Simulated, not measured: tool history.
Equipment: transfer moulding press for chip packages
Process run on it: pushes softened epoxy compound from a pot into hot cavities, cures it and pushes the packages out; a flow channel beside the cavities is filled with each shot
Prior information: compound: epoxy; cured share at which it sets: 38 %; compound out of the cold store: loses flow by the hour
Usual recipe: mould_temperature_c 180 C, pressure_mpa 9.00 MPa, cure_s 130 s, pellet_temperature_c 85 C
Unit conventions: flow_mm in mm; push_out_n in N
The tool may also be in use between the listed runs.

run,hour,mould_temperature_c,pressure_mpa,cure_s,pellet_temperature_c,incoming compound's hours out of the cold store,flow_mm,push_out_n
1,0.0,180,9.00,130,85,31.5,913,224
2,24.0,180,9.00,130,85,28.2,928,224
3,58.5,180,9.00,130,85,35.4,893,232
# hour 90.3: cavities cleaned with cleaning compound and waxed
4,105.5,180,9.00,130,85,44.0,847,184
5,134.7,180,9.00,130,81,9.3,1027,196
# hour 162.4: plunger's sealing rings changed
6,162.4,174,8.70,130,81,9.1,1084,271
7,200.3,174,8.70,130,81,20.3,1014,283
8,235.4,174,8.70,130,77,42.5,887,291
# hour 270.2: cavities cleaned with cleaning compound and waxed
9,275.7,180,7.44,120,77,13.3,949,193
10,297.1,174,7.44,120,77,30.5,880,266

Predict each of these 4 candidate next runs independently; none follows another, all start after run 10:
A,317.4,172,7.44,120,85,28.1,?,?
B,317.4,180,9.00,130,91,40.7,?,?
C,317.4,177,7.59,132,77,27.9,?,?
D,317.4,174,7.44,120,93,44.2,?,?

run,flow_mm,push_out_n
A,898,305
B,888,199
C,885,213
D,809,258
With no hidden state in the tool, these same runs would have given:
run,flow_mm,push_out_n
A,910,266
B,900,172
C,897,185
D,820,223

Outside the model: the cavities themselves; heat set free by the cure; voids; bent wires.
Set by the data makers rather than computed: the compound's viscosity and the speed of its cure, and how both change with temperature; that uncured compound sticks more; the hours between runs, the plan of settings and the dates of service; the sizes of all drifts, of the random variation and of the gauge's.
